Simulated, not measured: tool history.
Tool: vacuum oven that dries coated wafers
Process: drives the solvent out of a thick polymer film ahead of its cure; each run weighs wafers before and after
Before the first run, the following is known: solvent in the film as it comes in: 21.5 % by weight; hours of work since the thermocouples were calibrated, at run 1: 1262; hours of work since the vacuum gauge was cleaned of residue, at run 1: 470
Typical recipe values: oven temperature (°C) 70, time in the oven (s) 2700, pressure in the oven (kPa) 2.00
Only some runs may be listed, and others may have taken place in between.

run	hour	oven temperature (°C)	time in the oven (s)	pressure in the oven (kPa)	hours of work since the thermocouples were calibrated	hours of work since the vacuum gauge was cleaned of residue	solvent left in the film (%)
1	0.0	70	2700	2.00	1262	470	1.157
2	37.9	76	2700	2.00	1285	493	0.745
3	84.3	76	2700	2.00	1312	520	0.751
4	132.9	70	2700	2.00	1341	549	1.161
5	200.1	70	2700	2.00	1382	590	1.143
6	235.4	70	2700	3.35	1403	611	1.630
# hour 299.8: oven's thermocouples calibrated
7	303.9	70	2700	3.35	2	651	2.135
8	369.8	70	2700	2.00	42	690	1.579
9	428.3	73	2700	2.00	77	725	1.229
10	496.0	73	2700	2.00	118	766	1.225
11	564.8	73	2700	2.00	159	807	1.214
12	619.1	62	2700	2.00	191	840	2.992
13	658.5	62	2700	2.00	215	863	3.003
14	719.9	62	2700	2.00	252	900	2.988
15	791.8	70	2700	2.00	295	943	1.542
16	829.4	70	1380	2.00	317	966	3.944
17	862.7	70	2700	2.00	337	985	1.526
18	933.1	70	2700	3.68	379	1028	2.186
19	1012.1	70	2700	2.00	427	1075	1.532
20	1045.5	70	2700	2.00	447	1095	1.523
21	1081.0	70	2700	2.00	468	1116	1.517
22	1129.0	70	2700	2.00	497	1145	1.519
23	1196.0	70	3000	2.00	537	1185	1.329
24	1229.4	70	3000	2.00	557	1205	1.323
25	1266.1	55	3000	2.00	579	1227	4.265
26	1338.9	55	3000	2.00	622	1271	4.242
27	1415.8	55	4620	2.00	669	1317	2.737
28	1458.4	82	2340	1.23	694	1342	0.523
29	1528.4	70	1500	2.00	736	1384	3.378
30	1609.3	55	2400	1.67	784	1433	5.067
31	1656.7	77	2040	1.57	813	1461	1.083
32	1711.8	79	3420	1.57	846	1494	0.585
33	1771.3	79	3420	1.57	882	1530	0.592
34	1836.9	83	1740	2.24	921	1569	0.957
35	1872.7	83	1740	2.24	942	1590	0.952
36	1925.5	83	1740	2.24	974	1622	0.934
37	1999.0	70	3360	2.00	1018	1666	1.183
38	2052.4	70	3360	2.00	1050	1698	1.180
39	2128.3	70	4080	2.45	1095	1744	1.243
40	2200.5	61	2700	5.94	1139	1787	4.950
41	2253.7	61	2700	5.94	1171	1819	4.949
42	2297.2	70	3780	1.26	1197	1845	0.837
43	2339.1	65	2040	1.64	1222	1870	2.889
44	2391.7	66	1560	1.57	1253	1901	3.844
45	2466.1	66	1560	1.57	1298	1946	3.818
46	2509.9	70	2880	6.85	1324	1972	3.077

For some of the steps in solvent left in the film (%) from one run to the next: how much would appear even if the tool had no hidden state, given the settings, what came in and random variation, and how much remains for the hidden state plus any gauge scatter that the measured result and the result without hidden state don't share?
What the log doesn't record here: true wafer temperature over the reading, C; true pressure over the reading, kPa; drift of the gauge itself on solvent_pct, %.
Run 6 -> 7: oven's thermocouples calibrated. solvent left in the film (%) +0.505: hidden state +0.510, all else -0.005.
Run 30 -> 31: oven temperature (°C) 55 -> 77, time in the oven (s) 2400 -> 2040, pressure in the oven (kPa) 1.67 -> 1.57. solvent left in the film (%) -3.984: hidden state +0.089, all else -4.073.
Run 39 -> 40: oven temperature (°C) 70 -> 61, time in the oven (s) 4080 -> 2700, pressure in the oven (kPa) 2.45 -> 5.94. solvent left in the film (%) +3.707: hidden state -0.392, all else +4.099.
Run 41 -> 42: oven temperature (°C) 61 -> 70, time in the oven (s) 2700 -> 3780, pressure in the oven (kPa) 5.94 -> 1.26. solvent left in the film (%) -4.112: hidden state +0.432, all else -4.544.
